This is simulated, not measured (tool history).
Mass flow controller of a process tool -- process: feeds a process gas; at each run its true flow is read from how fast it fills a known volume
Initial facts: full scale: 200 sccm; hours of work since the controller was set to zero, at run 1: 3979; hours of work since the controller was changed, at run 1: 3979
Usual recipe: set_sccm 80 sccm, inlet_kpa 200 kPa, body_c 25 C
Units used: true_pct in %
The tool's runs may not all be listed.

run	hour	set_sccm	inlet_kpa	body_c	hours of work since the controller was set to zero	hours of work since the controller was changed	true_pct
1	0	80	200	25	3979	3979	97.77
2	418.9	80	166	25	4313	4313	98.17
3	748.9	80	166	25	4575	4575	98.29
# hour 1089.5: controller's zero set anew
4	1218.3	130	200	25	102	4948	98.93
5	1523.2	80	200	27	345	5190	98.3
6	1823.7	80	200	27	584	5429	98.47
7	2104.1	80	200	23	807	5652	98.19
8	2434.8	80	200	23	1070	5915	98.16
9	2880.9	80	200	23	1425	6270	98.28
10	3099.5	80	216	23	1599	6444	98.2
11	3353.7	80	216	23	1801	6646	98.34
12	3710.2	22	249	23	2084	6930	97.22
# hour 3997.2: controller exchanged for a calibrated one
13	4187	22	249	23	151	151	97.15
14	4544.7	107	252	25	435	435	98.94
15	4901	107	252	25	719	719	99.05

Run 16, settings as shown, results not yet in. Your forecast:
16	5362.8	75	200	25	1086	1086	?

Run 16 measured true_pct 98.64 %.
Take away the tool's hidden state, keep the run-to-run variation as it was, and the same run would have given true_pct 97.67 %.
